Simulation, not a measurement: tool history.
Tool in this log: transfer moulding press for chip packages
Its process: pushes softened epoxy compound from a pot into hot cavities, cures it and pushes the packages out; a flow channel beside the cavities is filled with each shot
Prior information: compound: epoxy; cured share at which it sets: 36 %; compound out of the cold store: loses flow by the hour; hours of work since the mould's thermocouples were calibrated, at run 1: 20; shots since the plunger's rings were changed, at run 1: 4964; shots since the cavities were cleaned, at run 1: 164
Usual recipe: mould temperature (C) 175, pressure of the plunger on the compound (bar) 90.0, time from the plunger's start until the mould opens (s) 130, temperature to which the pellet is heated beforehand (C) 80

| run | day | mould temperature (C) | pressure of the plunger on the compound (bar) | time from the plunger's start until the mould opens (s) | temperature to which the pellet is heated beforehand (C) | hours of work since the mould's thermocouples were calibrated | shots since the plunger's rings were changed | shots since the cavities were cleaned | incoming compound's hours out of the cold store | length that the compound runs in the flow channel (mm) | greatest force on the pins that push the packages out (N) |
|---|---|---|---|---|---|---|---|---|---|---|---|
| 1 | 0.000 | 175 | 90.0 | 130 | 80 | 20 | 4964 | 164 | 30.7 | 486 | 498 |
| 2 | 0.167 | 175 | 90.0 | 130 | 80 | 22 | 4995 | 195 | 23.0 | 500 | 528 |
| 3 | 0.375 | 175 | 90.0 | 130 | 80 | 25 | 5033 | 233 | 9.3 | 508 | 554 |
| 4 | 0.717 | 175 | 90.0 | 130 | 80 | 29 | 5096 | 296 | 44.6 | 466 | 561 |
| 5 | 1.029 | 175 | 90.0 | 130 | 70 | 33 | 5154 | 354 | 22.6 | 489 | 608 |
| 6 | 1.267 | 170 | 90.0 | 130 | 80 | 36 | 5198 | 398 | 9.6 | 499 | 798 |
| 7 | 1.458 | 170 | 90.0 | 130 | 80 | 39 | 5234 | 434 | 44.4 | 466 | 790 |
| 8 | 1.733 | 170 | 90.0 | 130 | 86 | 42 | 5285 | 485 | 10.6 | 508 | 855 |
| 9 | 1.946 | 170 | 90.0 | 130 | 86 | 45 | 5325 | 525 | 15.0 | 511 | 837 |
| 10 | 2.162 | 170 | 90.0 | 130 | 86 | 48 | 5365 | 565 | 30.0 | 485 | 840 |
| 11 | 2.329 | 170 | 90.0 | 130 | 86 | 50 | 5396 | 596 | 34.6 | 484 | 814 |
| 12 | 2.562 | 170 | 90.0 | 130 | 86 | 53 | 5439 | 639 | 16.2 | 502 | 898 |
| 13 | 2.758 | 170 | 90.0 | 130 | 82 | 56 | 5475 | 675 | 45.0 | 474 | 835 |
|  | 2.938 | cavities cleaned with cleaning compound and waxed |
| 14 | 3.075 | 170 | 90.0 | 130 | 82 | 59 | 5522 | 25 | 33.8 | 490 | 557 |
|  | 3.321 | plunger's sealing rings changed |
| 15 | 3.421 | 170 | 90.0 | 130 | 82 | 62 | 19 | 70 | 22.1 | 548 | 614 |
| 16 | 3.712 | 170 | 90.0 | 130 | 82 | 66 | 73 | 124 | 17.3 | 571 | 649 |
| 17 | 3.929 | 170 | 90.0 | 130 | 89 | 69 | 113 | 164 | 33.4 | 537 | 669 |
| 18 | 4.096 | 171 | 90.0 | 130 | 89 | 71 | 144 | 195 | 29.5 | 542 | 616 |
| 19 | 4.483 | 177 | 90.2 | 130 | 84 | 76 | 216 | 267 | 21.5 | 546 | 515 |
| 20 | 4.825 | 177 | 90.2 | 130 | 84 | 80 | 280 | 331 | 34.8 | 531 | 547 |
| 21 | 5.054 | 177 | 90.2 | 130 | 84 | 83 | 322 | 373 | 30.1 | 527 | 557 |
| 22 | 5.438 | 175 | 78.7 | 130 | 77 | 88 | 392 | 443 | 36.1 | 484 | 630 |
| 23 | 5.700 | 183 | 90.0 | 128 | 89 | 92 | 441 | 492 | 44.1 | 513 | 530 |
| 24 | 5.988 | 183 | 87.1 | 164 | 80 | 95 | 495 | 546 | 28.0 | 523 | 544 |
| 25 | 6.229 | 183 | 87.1 | 164 | 87 | 99 | 540 | 591 | 35.8 | 499 | 554 |
| 26 | 6.604 | 175 | 90.0 | 158 | 71 | 103 | 609 | 660 | 33.1 | 538 | 614 |
|  | 6.854 | cavities cleaned with cleaning compound and waxed |
| 27 | 6.946 | 183 | 90.0 | 130 | 76 | 107 | 660 | 16 | 41.7 | 499 | 388 |
| 28 | 7.204 | 183 | 90.0 | 130 | 76 | 110 | 709 | 65 | 40.8 | 497 | 416 |
| 29 | 7.571 | 175 | 88.7 | 130 | 76 | 115 | 776 | 132 | 25.3 | 530 | 510 |

Forecast each of these 4 alternatives for the next run:
| A | 7.762 | 175 | 90.0 | 119 | 80 | 118 | 812 | 168 | 40.5 | ? | ? |
| B | 7.762 | 175 | 88.7 | 131 | 84 | 118 | 812 | 168 | 11.1 | ? | ? |
| C | 7.762 | 170 | 88.7 | 130 | 76 | 118 | 812 | 168 | 26.6 | ? | ? |
| D | 7.762 | 171 | 90.0 | 148 | 80 | 118 | 812 | 168 | 17.0 | ? | ? |

| run | length that the compound runs in the flow channel (mm) | greatest force on the pins that push the packages out (N) |
|---|---|---|
| A | 524 | 563 |
| B | 559 | 518 |
| C | 544 | 678 |
| D | 568 | 537 |
Had the tool no hidden state, the same runs would have come out as:
| run | length that the compound runs in the flow channel (mm) | greatest force on the pins that push the packages out (N) |
|---|---|---|
| A | 533 | 485 |
| B | 569 | 443 |
| C | 553 | 587 |
| D | 578 | 459 |
